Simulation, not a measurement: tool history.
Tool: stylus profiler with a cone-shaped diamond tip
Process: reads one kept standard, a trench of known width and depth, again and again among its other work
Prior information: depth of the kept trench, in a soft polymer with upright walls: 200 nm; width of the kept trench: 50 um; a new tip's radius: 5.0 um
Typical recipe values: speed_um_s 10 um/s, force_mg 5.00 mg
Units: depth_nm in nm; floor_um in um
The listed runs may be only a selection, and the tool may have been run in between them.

run    hour  speed_um_s  force_mg  depth_nm  floor_um
  1     0.0          10      5.00    205.26     47.13
  2    39.9          10      5.94    205.65     47.09
  3   115.0          10     10.72    208.38     47.05
  4   182.8          10      5.00    205.05     47.04
  5   228.5          10      5.00    205.00     46.93
  6   274.6          10      5.00    205.35     46.92
  7   325.1          10      5.00    205.13     46.86
  8   378.7          10      5.00    205.12     46.86
  9   437.7          36      5.00    205.09     46.67
 10   503.7          36      5.00    205.05     46.63
 11   556.0          36      5.00    205.25     46.61
 12   617.1          36      5.00    205.27     46.52
      621.3  -- height scale calibrated on a step standard
 13   660.0          10      5.00    205.38     46.67
 14   726.4          10      5.00    205.23     46.57
 15   757.4          10      5.00    205.27     46.58
 16   834.1          10      5.60    205.83     46.49
      854.5  -- height scale calibrated on a step standard, once more
 17   911.9          39      5.00    204.81     46.33
 18   961.6           3      5.00    204.71     46.48
 19  1017.2           5      5.00    204.83     46.46
 20  1064.1           5      5.00    204.89     46.40
 21  1100.7           5      5.00    204.85     46.41
 22  1143.5          10      5.00    205.10     46.28
 23  1192.2          10      5.00    204.97     46.33
 24  1256.1          30      3.77    204.23     46.24
 25  1306.7           2      2.91    203.35     46.30
 26  1347.2           2      2.91    203.54     46.30
 27  1392.6           4     10.16    207.94     46.17
 28  1445.2          10      4.02    204.29     46.12
 29  1478.9          10      5.02    205.09     46.13
 30  1516.7          12      4.97    204.91     46.13
 31  1563.5          12      4.97    204.81     46.08
 32  1608.8          10      4.04    204.51     46.08
 33  1639.9           2      6.15    205.70     46.02
 34  1678.2          11     13.03    209.62     46.02
 35  1748.3          11     13.03    209.48     46.01
 36  1818.2          11     13.03    209.43     45.94
     1871.1  -- new tip fitted, height scale calibrated
 37  1891.1          11      3.39    203.74     47.13
 38  1929.4          37      9.03    207.23     46.95
 39  1993.6           6     13.81    209.72     47.02
 40  2035.8           9      2.44    203.20     46.98
 41  2097.2           9      2.44    203.15     46.96
 42  2158.5           9      2.72    203.24     46.91
 43  2219.2          10      3.47    203.99     46.89
 44  2269.9           4      6.89    206.16     46.82
 45  2325.4           4      6.89    206.11     46.78

Results per run with the tool's hidden condition removed, run-to-run variation unchanged:
The tool's hidden condition here consists of: radius of the tip, um; height scale over the true one, %; drift of the gauge itself on depth_nm, %; drift of the gauge itself on floor_um, %.
run  depth_nm  floor_um
  1    205.15     47.18
  2    205.53     47.17
  3    208.23     47.18
  4    204.88     47.22
  5    204.82     47.15
  6    205.15     47.17
  7    204.91     47.15
  8    204.88     47.19
  9    204.82     47.04
 10    204.77     47.04
 11    204.95     47.05
 12    204.94     47.01
 13    204.98     47.19
 14    204.81     47.13
 15    204.83     47.16
 16    205.37     47.12
 17    204.83     47.01
 18    204.71     47.19
 19    204.82     47.21
 20    204.86     47.18
 21    204.80     47.21
 22    205.04     47.10
 23    204.89     47.18
 24    204.13     47.13
 25    203.23     47.21
 26    203.40     47.24
 27    207.78     47.14
 28    204.12     47.12
 29    204.91     47.15
 30    204.71     47.17
 31    204.59     47.14
 32    204.28     47.17
 33    205.46     47.12
 34    209.36     47.14
 35    209.20     47.17
 36    209.11     47.15
 37    203.71     47.20
 38    207.19     47.05
 39    209.65     47.17
 40    203.12     47.16
 41    203.05     47.18
 42    203.13     47.17
 43    203.85     47.20
 44    206.01     47.17
 45    205.93     47.16
